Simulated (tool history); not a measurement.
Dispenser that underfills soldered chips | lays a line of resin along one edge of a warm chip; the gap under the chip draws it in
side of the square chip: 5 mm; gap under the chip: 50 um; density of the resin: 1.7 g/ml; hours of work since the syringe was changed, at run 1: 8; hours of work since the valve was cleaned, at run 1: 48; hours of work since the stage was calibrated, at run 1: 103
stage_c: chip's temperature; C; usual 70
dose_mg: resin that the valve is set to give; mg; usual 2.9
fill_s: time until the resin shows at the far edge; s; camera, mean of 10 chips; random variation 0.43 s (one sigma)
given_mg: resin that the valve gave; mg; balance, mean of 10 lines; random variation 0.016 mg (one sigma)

run	hour	stage_c	dose_mg	hours of work since the syringe was changed	hours of work since the valve was cleaned	hours of work since the stage was calibrated	fill_s	given_mg
1	0	70	2.9	8	48	103	50.9	2.84
# hour 2: new syringe of resin
2	8.9	70	2.9	5	54	110	43.5	2.81
# hour 15.6: new syringe of resin
3	16.1	70	2.9	0	59	115	30.9	2.84
4	26.5	70	2.9	8	67	122	52.8	2.83
# hour 29.3: new syringe of resin
5	35.1	70	2.9	4	73	128	41.4	2.78
# hour 42.3: new syringe of resin
6	47.5	70	2.9	4	81	137	38.6	2.82
7	53	70	2.66	8	85	141	52.1	2.58
# hour 55.5: new syringe of resin
8	62.3	70	2.66	5	92	147	44.2	2.57
# hour 69: new syringe of resin
9	72.8	70	2.9	3	99	154	36.4	2.81
# hour 82.5: new syringe of resin
10	83.2	70	2.9	0	106	161	31.4	2.77
11	89.4	70	2.62	5	111	166	45.6	2.49
# hour 95.8: new syringe of resin
# hour 103: dispensing valve cleaned and set on the balance
12	103.8	70	2.62	5	1	175	43.7	2.66
# hour 109.7: new syringe of resin
13	113.4	70	2.9	3	7	182	35.9	2.89
# hour 122.7: new syringe of resin
14	126.6	70	2.9	3	17	191	36.3	2.88
# hour 135.9: new syringe of resin
15	140.1	70	2.9	3	26	201	36.1	2.86
16	148.4	70	2.9	9	32	207	56.1	2.9
# hour 149.9: new syringe of resin
17	156.8	70	2.9	5	38	212	42.9	2.85
# hour 162.9: new syringe of resin
18	167.5	62	3.73	3	45	220	46.5	3.67
19	174.9	85	2.66	9	50	225	34.7	2.61
# hour 176.3: new syringe of resin
20	183	61	3.52	5	56	231	55.2	3.44
# hour 189.7: new syringe of resin
21	194	61	3.52	3	64	238	49.3	3.41
# hour 202.9: new syringe of resin
22	207.1	77	2.96	3	73	248	28.9	2.87
23	213.5	83	3.57	8	77	252	32.2	3.46
# hour 216: new syringe of resin
24	227	60	3.3	8	87	262	72.3	3.17
# hour 229.6: new syringe of resin
25	239.3	58	3.78	7	96	270	69.4	3.64
# hour 242.8: new syringe of resin
26	250	70	3.39	5	103	278	41.5	3.26
# hour 255.6: new syringe of resin
27	263.7	55	3.69	6	113	287	72.4	3.52
# hour 268.7: new syringe of resin
28	269.9	85	3.51	1	117	292	19	3.36
# hour 274.2: dispensing valve cleaned and set on the balance
29	279.5	79	3.56	7	4	298	34.7	3.55
# hour 282.9: new syringe of resin
30	287.1	55	3.14	3	9	303	60	3.13
# hour 296.1: new syringe of resin
31	299.5	77	3.47	2	18	312	26.6	3.44
# hour 309.6: new syringe of resin
32	310	63	2.9	0	25	319	37.5	2.86
# hour 322.6: new syringe of resin
33	323.4	63	3.17	1	34	328	38	3.13

Hidden state or all else? Some run-to-run changes of fill_s, split into what the settings, what came in and random variation would give without the hidden state, and what is left for the hidden state (with any gauge scatter that isn't in both results):
The hidden state here: resin's viscosity, % of fresh resin's; dose that the valve gives, % of what is set; true chip temperature over the reading, C; drift of the gauge itself on fill_s, %; drift of the gauge itself on given_mg, %.
Run 3 -> 4: no setting changed, nothing entered. fill_s +21.9 s: hidden state +21.4, all else +0.5.
Run 15 -> 16: no setting changed, nothing entered. fill_s +20 s: hidden state +18.9, all else +1.1.
Run 23 -> 24: stage_c 83 -> 60, dose_mg 3.57 -> 3.3, new syringe of resin. fill_s +40.1 s: hidden state +16.8, all else +23.3.
Run 27 -> 28: stage_c 55 -> 85, dose_mg 3.69 -> 3.51, new syringe of resin. fill_s -53.4 s: hidden state -22.1, all else -31.3.
Run 30 -> 31: stage_c 55 -> 77, dose_mg 3.14 -> 3.47, new syringe of resin. fill_s -33.4 s: hidden state -6.2, all else -27.2.
